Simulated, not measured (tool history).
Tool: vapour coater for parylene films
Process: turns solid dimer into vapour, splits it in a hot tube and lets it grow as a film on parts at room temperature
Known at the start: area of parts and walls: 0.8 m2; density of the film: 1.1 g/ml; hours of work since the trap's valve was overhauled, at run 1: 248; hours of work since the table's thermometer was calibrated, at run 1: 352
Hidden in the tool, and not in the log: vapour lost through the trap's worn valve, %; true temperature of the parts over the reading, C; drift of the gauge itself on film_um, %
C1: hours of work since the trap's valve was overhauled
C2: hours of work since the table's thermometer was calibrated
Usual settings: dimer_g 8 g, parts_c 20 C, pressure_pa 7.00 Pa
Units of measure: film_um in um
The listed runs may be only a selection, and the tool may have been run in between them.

Run 1, day 0.000: usual settings; C1 248; C2 352. Result: film_um 6.46 um.
Run 2, day 0.629: usual settings but pressure_pa 3.11 Pa; C1 261; C2 364. Result: film_um 7.01 um.
Run 3, day 1.000: usual settings but pressure_pa 3.11 Pa; C1 268; C2 371. Result: film_um 6.99 um.
Run 4, day 1.571: usual settings; C1 279; C2 382. Result: film_um 6.38 um.
Run 5, day 2.129: usual settings; C1 290; C2 393. Result: film_um 6.47 um.
Run 6, day 2.421: usual settings; C1 295; C2 399. Result: film_um 6.41 um.
Run 7, day 3.067: usual settings; C1 308; C2 411. Result: film_um 6.30 um.
Run 8, day 3.683: usual settings; C1 320; C2 423. Result: film_um 6.38 um.
Run 9, day 3.996: usual settings; C1 326; C2 429. Result: film_um 6.29 um.
Run 10, day 4.417: usual settings but pressure_pa 2.69 Pa; C1 334; C2 437. Result: film_um 7.10 um.
Run 11, day 4.846: usual settings but pressure_pa 2.69 Pa; C1 342; C2 445. Result: film_um 7.02 um.
Run 12, day 5.238: usual settings but pressure_pa 2.69 Pa; C1 350; C2 453. Result: film_um 6.94 um.
Run 13, day 5.792: usual settings but parts_c 13 C; C1 360; C2 464. Result: film_um 8.04 um.
Run 14, day 6.138: usual settings but parts_c 13 C; C1 367; C2 470. Result: film_um 8.07 um.
Run 15, day 6.508: usual settings but parts_c 13 C; C1 374; C2 478. Result: film_um 7.99 um.
Run 16, day 6.875: usual settings; C1 381; C2 485. Result: film_um 6.17 um.
Run 17, day 7.467: usual settings; C1 393; C2 496. Result: film_um 6.12 um.
Run 18, day 8.029: usual settings; C1 404; C2 507. Result: film_um 6.22 um.
Run 19, day 8.692: usual settings; C1 417; C2 520. Result: film_um 6.21 um.
Run 20, day 8.988: usual settings but parts_c 21 C, pressure_pa 2.12 Pa; C1 422; C2 526. Result: film_um 6.77 um.
Run 21, day 9.579: usual settings but dimer_g 3 g, parts_c 28 C; C1 434; C2 537. Result: film_um 1.65 um.
At day 9.683: table's thermometer calibrated.
Run 22, day 10.238: usual settings but dimer_g 3 g, parts_c 28 C; C1 446; C2 11. Result: film_um 1.61 um.
Run 23, day 10.817: usual settings but dimer_g 3 g, parts_c 28 C; C1 457; C2 22. Result: film_um 1.59 um.
Run 24, day 11.529: usual settings but dimer_g 5 g, parts_c 24 C, pressure_pa 7.28 Pa; C1 471; C2 36. Result: film_um 3.16 um.
Run 25, day 12.104: usual settings but dimer_g 4 g, pressure_pa 9.75 Pa; C1 482; C2 47. Result: film_um 2.95 um.
At day 12.367: trap's valve overhauled.
At day 12.654: table's thermometer calibrated, once more.
Run 26, day 12.988: usual settings but dimer_g 3 g, parts_c 26 C, pressure_pa 4.17 Pa; C1 11; C2 6. Result: film_um 2.14 um.
Run 27, day 13.471: usual settings but dimer_g 7 g, parts_c 14 C, pressure_pa 11.15 Pa; C1 21; C2 16. Result: film_um 7.39 um.
Run 28, day 14.112: usual settings but dimer_g 12 g, parts_c 31 C, pressure_pa 2.53 Pa; C1 33; C2 28. Result: film_um 7.29 um.
Run 29, day 14.608: usual settings but dimer_g 3 g, parts_c 16 C, pressure_pa 7.77 Pa; C1 43; C2 38. Result: film_um 3.03 um.
Run 30, day 15.108: usual settings but parts_c 12 C, pressure_pa 3.70 Pa; C1 52; C2 47. Result: film_um 8.72 um.
Run 31, day 15.633: usual settings but dimer_g 14 g, parts_c 29 C; C1 62; C2 58. Result: film_um 8.21 um.
Run 32, day 16.142: usual settings but dimer_g 14 g, parts_c 29 C; C1 72; C2 67. Result: film_um 8.18 um.
Run 33, day 16.483: usual settings but dimer_g 14 g, parts_c 29 C; C1 79; C2 74. Result: film_um 8.21 um.
Run 34, day 16.908: usual settings but dimer_g 6 g, parts_c 27 C, pressure_pa 2.08 Pa; C1 87; C2 82. Result: film_um 4.31 um.
Run 35, day 17.258: usual settings but dimer_g 3 g, parts_c 30 C, pressure_pa 2.16 Pa; C1 94; C2 89. Result: film_um 1.94 um.
Run 36, day 17.871: usual settings but dimer_g 4 g, parts_c 30 C, pressure_pa 3.59 Pa; C1 106; C2 101. Result: film_um 2.41 um.
Run 37, day 18.462: usual settings but dimer_g 6 g, parts_c 12 C, pressure_pa 3.59 Pa; C1 117; C2 112. Result: film_um 6.47 um.
Run 38, day 19.162: usual settings but dimer_g 4 g, parts_c 14 C, pressure_pa 3.88 Pa; C1 131; C2 126. Result: film_um 4.30 um.

Difference, measured minus no-hidden-state, one row per run. Run-to-run variation is common to both terms; the gauge's own scatter need not be:
run  film_um
  1    -0.54
  2    -0.60
  3    -0.61
  4    -0.58
  5    -0.61
  6    -0.61
  7    -0.63
  8    -0.66
  9    -0.67
 10    -0.76
 11    -0.77
 12    -0.78
 13    -0.86
 14    -0.87
 15    -0.88
 16    -0.75
 17    -0.77
 18    -0.81
 19    -0.82
 20    -0.92
 21    -0.22
 22    -0.24
 23    -0.24
 24    -0.49
 25    -0.47
 26    -0.01
 27    -0.05
 28    -0.07
 29    -0.03
 30    -0.11
 31    -0.14
 32    -0.16
 33    -0.17
 34    -0.10
 35    -0.05
 36    -0.07
 37    -0.19
 38    -0.14
